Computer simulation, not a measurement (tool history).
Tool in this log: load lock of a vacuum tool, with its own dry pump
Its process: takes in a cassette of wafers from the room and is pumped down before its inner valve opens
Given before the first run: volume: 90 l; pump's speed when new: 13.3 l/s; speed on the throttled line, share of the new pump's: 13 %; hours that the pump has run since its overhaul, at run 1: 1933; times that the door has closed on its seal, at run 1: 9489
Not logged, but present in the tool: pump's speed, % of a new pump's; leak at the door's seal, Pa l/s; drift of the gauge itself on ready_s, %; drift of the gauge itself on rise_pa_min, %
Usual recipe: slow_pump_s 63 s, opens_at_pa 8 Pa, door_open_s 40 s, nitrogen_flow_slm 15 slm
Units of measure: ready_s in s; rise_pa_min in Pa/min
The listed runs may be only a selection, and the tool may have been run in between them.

run    hour  slow_pump_s  opens_at_pa  door_open_s  nitrogen_flow_slm  hours that the pump has run since its overhaul  times that the door has closed on its seal  incoming humidity of the room's air, %  ready_s  rise_pa_min
  1     0.0           63            8           40                 15                                            1933                                        9489                                    44.5    119.9        0.091
  2   128.7           63            8          122                 15                                            2061                                        9862                                    44.1    120.3        0.117
  3   239.9           63            7          122                 15                                            2173                                       10184                                    50.5    120.9        0.135
  4   428.8           63            8           40                 15                                            2362                                       10731                                    46.0    120.7        0.108
  5   615.0           63            8           40                 15                                            2548                                       11271                                    44.9    120.8        0.112
  6   786.2           63            8           31                 15                                            2719                                       11767                                    45.4    121.9        0.115
  7   898.7           63            8           40                 15                                            2831                                       12093                                    44.0    119.2        0.120
  8  1103.6           63            8           40                 15                                            3036                                       12687                                    48.3    121.5        0.136
  9  1244.9           63            8           40                 15                                            3178                                       13096                                    39.5    120.2        0.135
 10  1353.8           63            8           40                 15                                            3286                                       13412                                    46.8    120.8        0.151
 11  1490.9           63           14           40                 15                                            3424                                       13809                                    45.6    117.1        0.143
 12  1670.7           63           14           40                 15                                            3603                                       14330                                    40.8    117.7        0.145
 13  1853.6           63           14           40                 15                                            3786                                       14860                                    42.7    116.7        0.159
 14  1952.6           63           14           40                 15                                            3885                                       15147                                    45.4    116.7        0.163
 15  2080.1           51            8           40                 15                                            4013                                       15516                                    44.0    111.2        0.164
 16  2267.6           37            8           40                 15                                            4200                                       16060                                    41.0    100.1        0.178
 17  2463.6           34           13           54                 15                                            4396                                       16627                                    45.7     93.1        0.190
 18  2646.4           65           13           26                  5                                            4579                                       17157                                    46.1    119.9        0.194
 19  2798.2           63            8           25                 33                                            4731                                       17597                                    45.4    122.4        0.182
 20  2918.3           95           14           96                 14                                            4851                                       17945                                    45.8    144.3        0.211
 21  3003.2           74            8          197                  6                                            4936                                       18191                                    44.3    133.2        0.253
 22  3111.4           74            8          197                  6                                            5044                                       18504                                    47.4    132.4        0.260
 23  3275.6           74            8          197                  6                                            5208                                       18980                                    46.6    132.4        0.263
 24  3452.0           74            8          197                  6                                            5385                                       19491                                    45.2    132.5        0.271
 25  3634.5           63            8           40                  6                                            5567                                       20020                                    45.1    122.5        0.237
 26  3727.3           85           16          139                  6                                            5660                                       20289                                    43.9    135.1        0.261
 27  3930.7           85            8          139                 36                                            5863                                       20879                                    45.9    141.4        0.253
 28  4056.0           32            7           58                 18                                            5989                                       21241                                    44.4     96.9        0.245
 29  4237.6           32            7           58                 18                                            6170                                       21768                                    43.0     98.0        0.261
 30  4324.9           67            7           34                 35                                            6258                                       22021                                    46.0    127.2        0.254
 31  4527.5           67            7           34                 35                                            6460                                       22608                                    45.8    127.2        0.256

Each row is a separate what-if for the run after 31, all from the same tool condition, not one after another. Results?
  A  4657.6          106            6           40                 17                                            6590                                       22985                                    43.6        ?            ?
  B  4657.6           63            9           40                 41                                            6590                                       22985                                    43.2        ?            ?
  C  4657.6           87            8           40                 15                                            6590                                       22985                                    41.9        ?            ?

run  ready_s  rise_pa_min
  A    164.1        0.277
  B    121.1        0.270
  C    143.3        0.268
Without the tool's unlogged condition, the same runs would have read:
run  ready_s  rise_pa_min
  A    160.4        0.024
  B    117.3        0.022
  C    139.6        0.022
